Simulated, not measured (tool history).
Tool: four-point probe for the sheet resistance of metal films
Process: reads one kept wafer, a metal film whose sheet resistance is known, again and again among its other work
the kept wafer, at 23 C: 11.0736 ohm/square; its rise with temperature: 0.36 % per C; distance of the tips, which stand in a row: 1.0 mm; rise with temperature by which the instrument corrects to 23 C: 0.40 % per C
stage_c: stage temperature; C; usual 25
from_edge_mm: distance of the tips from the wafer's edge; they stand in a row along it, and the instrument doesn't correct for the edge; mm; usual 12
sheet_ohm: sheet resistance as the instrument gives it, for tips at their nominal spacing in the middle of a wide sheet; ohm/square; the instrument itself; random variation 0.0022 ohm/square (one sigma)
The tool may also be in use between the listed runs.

Run 1, day 0: usual settings. Result: sheet_ohm 11.079985 ohm/square.
Run 2, day 0.654: usual settings. Result: sheet_ohm 11.085377 ohm/square.
Run 3, day 1.358: usual settings. Result: sheet_ohm 11.083128 ohm/square.
Run 4, day 2.071: usual settings. Result: sheet_ohm 11.080154 ohm/square.
Run 5, day 2.654: usual settings. Result: sheet_ohm 11.083679 ohm/square.
Run 6, day 3.35: usual settings. Result: sheet_ohm 11.082756 ohm/square.
Run 7, day 3.958: usual settings but from_edge_mm 20 mm. Result: sheet_ohm 11.056511 ohm/square.
Run 8, day 4.371: usual settings but from_edge_mm 20 mm. Result: sheet_ohm 11.053046 ohm/square.
Run 9, day 5.262: usual settings but from_edge_mm 20 mm. Result: sheet_ohm 11.056168 ohm/square.
Run 10, day 5.746: usual settings but from_edge_mm 20 mm. Result: sheet_ohm 11.052569 ohm/square.
Run 11, day 6.721: usual settings but from_edge_mm 20 mm. Result: sheet_ohm 11.055324 ohm/square.
Run 12, day 7.55: usual settings but stage_c 21 C, from_edge_mm 5 mm. Result: sheet_ohm 11.292 ohm/square.
Run 13, day 8.054: usual settings but stage_c 26 C. Result: sheet_ohm 11.080217 ohm/square.
Run 14, day 8.546: usual settings but stage_c 26 C. Result: sheet_ohm 11.080068 ohm/square.
Run 15, day 9.308: usual settings but stage_c 21 C, from_edge_mm 14 mm. Result: sheet_ohm 11.084912 ohm/square.
Run 16, day 10.162: usual settings but stage_c 23 C, from_edge_mm 61 mm. Result: sheet_ohm 11.049992 ohm/square.
Run 17, day 10.779: usual settings but stage_c 23 C, from_edge_mm 61 mm. Result: sheet_ohm 11.055064 ohm/square.
Run 18, day 11.708: usual settings but stage_c 23 C, from_edge_mm 25 mm. Result: sheet_ohm 11.063522 ohm/square.
Run 19, day 12.246: usual settings but stage_c 20 C, from_edge_mm 11 mm. Result: sheet_ohm 11.112478 ohm/square.
Run 20, day 13.175: usual settings but stage_c 20 C, from_edge_mm 11 mm. Result: sheet_ohm 11.109319 ohm/square.

The same runs without the tool's hidden state, with the same run-to-run variation:
The hidden state here: inner tips' distance over the nominal, %; tips' flats over new ones', %; wafer's true temperature over the reading, C; drift of the gauge itself on sheet_ohm, %.
run  sheet_ohm
  1  11.103438
  2  11.108852
  3  11.106607
  4   11.10365
  5  11.107195
  6  11.106298
  7  11.080013
  8  11.076545
  9  11.079681
 10  11.076087
 11   11.07889
 12  11.316101
 13  11.103849
 14  11.103706
 15  11.108633
 16  11.073629
 17  11.078732
 18  11.087235
 19  11.136329
 20   11.13317
